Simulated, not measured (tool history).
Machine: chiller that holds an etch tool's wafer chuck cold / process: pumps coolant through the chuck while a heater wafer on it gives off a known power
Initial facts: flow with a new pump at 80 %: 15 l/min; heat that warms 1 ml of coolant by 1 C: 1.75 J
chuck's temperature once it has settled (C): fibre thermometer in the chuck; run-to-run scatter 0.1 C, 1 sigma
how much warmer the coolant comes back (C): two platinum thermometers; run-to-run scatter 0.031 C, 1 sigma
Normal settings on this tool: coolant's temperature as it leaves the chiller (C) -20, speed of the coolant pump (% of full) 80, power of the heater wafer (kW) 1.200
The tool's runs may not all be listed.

run	day	coolant's temperature as it leaves the chiller (C)	speed of the coolant pump (% of full)	power of the heater wafer (kW)	chuck's temperature once it has settled (C)	how much warmer the coolant comes back (C)
1	0.000	-20	80	1.200	-9.8	2.73
2	5.121	-20	80	1.200	-9.8	2.70
3	11.792	-10	80	1.200	0.0	2.74
4	15.475	-10	80	1.200	0.1	2.74
5	23.067	-10	80	1.200	0.0	2.78
6	27.550	-10	80	1.200	0.1	2.73
7	33.125	-10	92	1.200	-1.1	2.33

For run 8, what comes out?
# day 35.367: coolant changed, channels flushed
8	38.029	-16	98	1.150	?	?

chuck's temperature once it has settled (C): -7.9
how much warmer the coolant comes back (C): 2.17
If the tool had no hidden condition, the same run with the same run-to-run variation would have returned chuck's temperature once it has settled (C) -7.9, how much warmer the coolant comes back (C) 2.17.
